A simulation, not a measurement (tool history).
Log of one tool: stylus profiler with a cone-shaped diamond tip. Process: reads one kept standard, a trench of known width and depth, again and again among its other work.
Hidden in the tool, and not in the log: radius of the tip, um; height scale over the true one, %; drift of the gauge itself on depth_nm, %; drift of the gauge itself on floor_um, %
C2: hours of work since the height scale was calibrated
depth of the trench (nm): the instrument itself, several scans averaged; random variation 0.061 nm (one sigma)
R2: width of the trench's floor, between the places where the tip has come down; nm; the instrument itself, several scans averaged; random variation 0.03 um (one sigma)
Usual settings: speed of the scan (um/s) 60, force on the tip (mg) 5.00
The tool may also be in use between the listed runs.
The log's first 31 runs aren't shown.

Run 32, hour 807.6: usual settings but speed of the scan (um/s) 152, force on the tip (mg) 2.04; scans with this tip 6150; C2 1120. Result: depth of the trench (nm) 504.63, R2 15960 nm.
Run 33, hour 826.8: usual settings but speed of the scan (um/s) 15, force on the tip (mg) 10.82; scans with this tip 6214; C2 1131. Result: depth of the trench (nm) 512.49, R2 16920 nm.
Run 34, hour 846.7: usual settings but speed of the scan (um/s) 17, force on the tip (mg) 6.12; scans with this tip 6280; C2 1143. Result: depth of the trench (nm) 508.76, R2 16880 nm.
Run 35, hour 878.4: usual settings but speed of the scan (um/s) 218, force on the tip (mg) 2.12; scans with this tip 6385; C2 1163. Result: depth of the trench (nm) 504.68, R2 15580 nm.
Run 36, hour 902.3: usual settings but speed of the scan (um/s) 41, force on the tip (mg) 2.79; scans with this tip 6465; C2 1177. Result: depth of the trench (nm) 505.40, R2 16720 nm.
Run 37, hour 925.3: usual settings but speed of the scan (um/s) 71, force on the tip (mg) 3.89; scans with this tip 6542; C2 1191. Result: depth of the trench (nm) 506.66, R2 16620 nm.
Run 38, hour 948.0: usual settings but speed of the scan (um/s) 71, force on the tip (mg) 3.89; scans with this tip 6617; C2 1205. Result: depth of the trench (nm) 506.71, R2 16630 nm.
Run 39, hour 980.7: usual settings but force on the tip (mg) 3.69; scans with this tip 6726; C2 1225. Result: depth of the trench (nm) 506.49, R2 16740 nm.
Run 40, hour 999.6: usual settings but speed of the scan (um/s) 15, force on the tip (mg) 3.13; scans with this tip 6789; C2 1236. Result: depth of the trench (nm) 505.94, R2 16850 nm.
Run 41, hour 1016.5: usual settings but speed of the scan (um/s) 52, force on the tip (mg) 2.37; scans with this tip 6845; C2 1246. Result: depth of the trench (nm) 505.00, R2 16650 nm.
Run 42, hour 1039.2: usual settings but speed of the scan (um/s) 52, force on the tip (mg) 2.50; scans with this tip 6921; C2 1260. Result: depth of the trench (nm) 505.17, R2 16660 nm.
Run 43, hour 1061.7: usual settings but speed of the scan (um/s) 16, force on the tip (mg) 3.50; scans with this tip 6996; C2 1274. Result: depth of the trench (nm) 506.27, R2 16890 nm.
Run 44, hour 1080.5: usual settings but speed of the scan (um/s) 16, force on the tip (mg) 3.50; scans with this tip 7058; C2 1285. Result: depth of the trench (nm) 506.36, R2 16870 nm.
Run 45, hour 1115.9: usual settings but speed of the scan (um/s) 26, force on the tip (mg) 3.50; scans with this tip 7176; C2 1306. Result: depth of the trench (nm) 506.22, R2 16770 nm.
Run 46, hour 1145.5: usual settings but speed of the scan (um/s) 22, force on the tip (mg) 6.85; scans with this tip 7275; C2 1324. Result: depth of the trench (nm) 509.41, R2 16900 nm.
Run 47, hour 1171.9: usual settings but speed of the scan (um/s) 52, force on the tip (mg) 6.28; scans with this tip 7363; C2 1340. Result: depth of the trench (nm) 508.90, R2 16720 nm.

4 ways to go on from here, each from the tool as it stands after run 47. What would each give?
Run A, hour 1205.0: usual settings but speed of the scan (um/s) 156, force on the tip (mg) 8.51; scans with this tip 7473; C2 1360. Result: depth of the trench (nm) ?, R2 ?.
Run B, hour 1205.0: usual settings but speed of the scan (um/s) 16; scans with this tip 7473; C2 1360. Result: depth of the trench (nm) ?, R2 ?.
Run C, hour 1205.0: usual settings but speed of the scan (um/s) 220, force on the tip (mg) 6.19; scans with this tip 7473; C2 1360. Result: depth of the trench (nm) ?, R2 ?.
Run D, hour 1205.0: usual settings but speed of the scan (um/s) 88, force on the tip (mg) 7.96; scans with this tip 7473; C2 1360. Result: depth of the trench (nm) ?, R2 ?.

run  depth of the trench (nm)     R2
  A                    510.88  16460
  B                    507.84  16840
  C                    508.99  16120
  D                    510.46  16660
Without the tool's hidden state the same runs would have given:
run  depth of the trench (nm)     R2
  A                    510.09  16900
  B                    507.05  17280
  C                    508.20  16550
  D                    509.66  17090
